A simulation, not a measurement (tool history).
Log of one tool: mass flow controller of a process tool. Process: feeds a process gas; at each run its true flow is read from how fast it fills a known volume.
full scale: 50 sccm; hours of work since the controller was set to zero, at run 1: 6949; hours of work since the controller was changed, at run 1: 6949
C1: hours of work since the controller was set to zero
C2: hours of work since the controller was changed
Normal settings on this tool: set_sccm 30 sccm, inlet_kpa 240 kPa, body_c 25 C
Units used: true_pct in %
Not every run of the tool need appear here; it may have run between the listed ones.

{"run": 1, "hour": 0.0, "set_sccm": 30, "inlet_kpa": 240, "body_c": 25, "C1": 6949, "C2": 6949, "true_pct": 96.78}
{"run": 2, "hour": 300.9, "set_sccm": 30, "inlet_kpa": 240, "body_c": 25, "C1": 7153, "C2": 7153, "true_pct": 96.61}
{"hour": 579.9, "done": "controller exchanged for a calibrated one"}
{"run": 3, "hour": 606.5, "set_sccm": 30, "inlet_kpa": 240, "body_c": 25, "C1": 18, "C2": 18, "true_pct": 99.11}
{"run": 4, "hour": 837.7, "set_sccm": 30, "inlet_kpa": 240, "body_c": 25, "C1": 175, "C2": 175, "true_pct": 99.13}
{"run": 5, "hour": 1043.0, "set_sccm": 30, "inlet_kpa": 240, "body_c": 25, "C1": 315, "C2": 315, "true_pct": 99.21}
{"run": 6, "hour": 1246.7, "set_sccm": 30, "inlet_kpa": 144, "body_c": 25, "C1": 453, "C2": 453, "true_pct": 98.41}
{"run": 7, "hour": 1509.0, "set_sccm": 30, "inlet_kpa": 144, "body_c": 25, "C1": 631, "C2": 631, "true_pct": 98.47}
{"run": 8, "hour": 1735.6, "set_sccm": 30, "inlet_kpa": 144, "body_c": 25, "C1": 785, "C2": 785, "true_pct": 98.33}
{"run": 9, "hour": 1995.0, "set_sccm": 30, "inlet_kpa": 144, "body_c": 25, "C1": 961, "C2": 961, "true_pct": 98.28}
{"run": 10, "hour": 2275.1, "set_sccm": 30, "inlet_kpa": 144, "body_c": 25, "C1": 1152, "C2": 1152, "true_pct": 98.12}
{"run": 11, "hour": 2515.8, "set_sccm": 30, "inlet_kpa": 144, "body_c": 25, "C1": 1315, "C2": 1315, "true_pct": 98.19}
{"run": 12, "hour": 2742.4, "set_sccm": 30, "inlet_kpa": 144, "body_c": 25, "C1": 1469, "C2": 1469, "true_pct": 98.26}
{"run": 13, "hour": 3065.1, "set_sccm": 30, "inlet_kpa": 144, "body_c": 25, "C1": 1688, "C2": 1688, "true_pct": 98.12}
{"run": 14, "hour": 3266.9, "set_sccm": 17, "inlet_kpa": 240, "body_c": 25, "C1": 1825, "C2": 1825, "true_pct": 97.58}
{"run": 15, "hour": 3420.1, "set_sccm": 17, "inlet_kpa": 240, "body_c": 25, "C1": 1929, "C2": 1929, "true_pct": 97.32}
{"run": 16, "hour": 3553.8, "set_sccm": 17, "inlet_kpa": 240, "body_c": 25, "C1": 2020, "C2": 2020, "true_pct": 97.43}
{"run": 17, "hour": 3840.4, "set_sccm": 17, "inlet_kpa": 240, "body_c": 25, "C1": 2215, "C2": 2215, "true_pct": 97.2}
{"run": 18, "hour": 4138.6, "set_sccm": 30, "inlet_kpa": 240, "body_c": 25, "C1": 2417, "C2": 2417, "true_pct": 98.21}
{"run": 19, "hour": 4453.0, "set_sccm": 30, "inlet_kpa": 240, "body_c": 25, "C1": 2631, "C2": 2631, "true_pct": 98.22}
{"run": 20, "hour": 4649.2, "set_sccm": 30, "inlet_kpa": 240, "body_c": 25, "C1": 2764, "C2": 2764, "true_pct": 98.22}
{"run": 21, "hour": 4825.6, "set_sccm": 30, "inlet_kpa": 240, "body_c": 28, "C1": 2884, "C2": 2884, "true_pct": 98.57}
{"run": 22, "hour": 5137.1, "set_sccm": 30, "inlet_kpa": 240, "body_c": 28, "C1": 3096, "C2": 3096, "true_pct": 98.42}
{"run": 23, "hour": 5456.3, "set_sccm": 30, "inlet_kpa": 149, "body_c": 28, "C1": 3312, "C2": 3312, "true_pct": 97.8}
{"run": 24, "hour": 5748.8, "set_sccm": 30, "inlet_kpa": 149, "body_c": 28, "C1": 3511, "C2": 3511, "true_pct": 97.79}
{"run": 25, "hour": 5896.6, "set_sccm": 30, "inlet_kpa": 149, "body_c": 28, "C1": 3612, "C2": 3612, "true_pct": 97.82}
{"run": 26, "hour": 6223.9, "set_sccm": 26, "inlet_kpa": 145, "body_c": 39, "C1": 3834, "C2": 3834, "true_pct": 98.35}
{"run": 27, "hour": 6431.1, "set_sccm": 6, "inlet_kpa": 145, "body_c": 21, "C1": 3975, "C2": 3975, "true_pct": 92.1}
{"run": 28, "hour": 6628.3, "set_sccm": 14, "inlet_kpa": 190, "body_c": 25, "C1": 4109, "C2": 4109, "true_pct": 95.65}
{"run": 29, "hour": 6943.7, "set_sccm": 12, "inlet_kpa": 195, "body_c": 24, "C1": 4323, "C2": 4323, "true_pct": 95.01}
{"run": 30, "hour": 7224.2, "set_sccm": 8, "inlet_kpa": 224, "body_c": 31, "C1": 4513, "C2": 4513, "true_pct": 94.38}
{"run": 31, "hour": 7389.1, "set_sccm": 8, "inlet_kpa": 224, "body_c": 31, "C1": 4625, "C2": 4625, "true_pct": 94.22}
{"run": 32, "hour": 7587.0, "set_sccm": 30, "inlet_kpa": 203, "body_c": 36, "C1": 4760, "C2": 4760, "true_pct": 98.4}
{"run": 33, "hour": 7845.5, "set_sccm": 49, "inlet_kpa": 240, "body_c": 25, "C1": 4935, "C2": 4935, "true_pct": 98.94}
{"run": 34, "hour": 8087.5, "set_sccm": 49, "inlet_kpa": 240, "body_c": 25, "C1": 5100, "C2": 5100, "true_pct": 98.96}
{"run": 35, "hour": 8381.1, "set_sccm": 17, "inlet_kpa": 240, "body_c": 25, "C1": 5299, "C2": 5299, "true_pct": 95.76}
{"run": 36, "hour": 8578.2, "set_sccm": 17, "inlet_kpa": 143, "body_c": 31, "C1": 5433, "C2": 5433, "true_pct": 95.75}
{"run": 37, "hour": 8888.8, "set_sccm": 30, "inlet_kpa": 254, "body_c": 36, "C1": 5644, "C2": 5644, "true_pct": 98.4}
{"run": 38, "hour": 9096.4, "set_sccm": 30, "inlet_kpa": 254, "body_c": 36, "C1": 5785, "C2": 5785, "true_pct": 98.4}
{"run": 39, "hour": 9417.7, "set_sccm": 30, "inlet_kpa": 254, "body_c": 36, "C1": 6003, "C2": 6003, "true_pct": 98.31}
{"run": 40, "hour": 9648.4, "set_sccm": 30, "inlet_kpa": 254, "body_c": 36, "C1": 6160, "C2": 6160, "true_pct": 98.2}
{"run": 41, "hour": 9952.9, "set_sccm": 30, "inlet_kpa": 254, "body_c": 36, "C1": 6367, "C2": 6367, "true_pct": 98.22}
{"run": 42, "hour": 10226.3, "set_sccm": 5, "inlet_kpa": 254, "body_c": 36, "C1": 6553, "C2": 6553, "true_pct": 90.05}
{"run": 43, "hour": 10378.4, "set_sccm": 5, "inlet_kpa": 254, "body_c": 36, "C1": 6656, "C2": 6656, "true_pct": 89.81}
{"run": 44, "hour": 10650.6, "set_sccm": 14, "inlet_kpa": 240, "body_c": 25, "C1": 6841, "C2": 6841, "true_pct": 94.36}
{"run": 45, "hour": 10889.6, "set_sccm": 7, "inlet_kpa": 177, "body_c": 25, "C1": 7003, "C2": 7003, "true_pct": 90.34}
{"run": 46, "hour": 11158.2, "set_sccm": 36, "inlet_kpa": 176, "body_c": 32, "C1": 7186, "C2": 7186, "true_pct": 97.62}

A few steps of true_pct between consecutive runs. Split each: what settings, incoming material and random variation would produce without the hidden state, and what is left over for the hidden state, along with gauge scatter present in only one of the two compared results (measured, and without hidden state):
The hidden state here: flow at rest that the sensor doesn't see, % of full scale; true flow over the shown one, %; drift of the gauge itself on true_pct, %.
Run 26 -> 27: set_sccm 26 -> 6, body_c 39 -> 21. true_pct -6.25 %: hidden state -3.21, all else -3.04.
Run 41 -> 42: set_sccm 30 -> 5. true_pct -8.17 %: hidden state -6.77, all else -1.40.
Run 43 -> 44: set_sccm 5 -> 14, inlet_kpa 254 -> 240, body_c 36 -> 25. true_pct +4.55 %: hidden state +5.16, all else -0.61.
Run 45 -> 46: set_sccm 7 -> 36, inlet_kpa 177 -> 176, body_c 25 -> 32. true_pct +7.28 %: hidden state +4.89, all else +2.39.
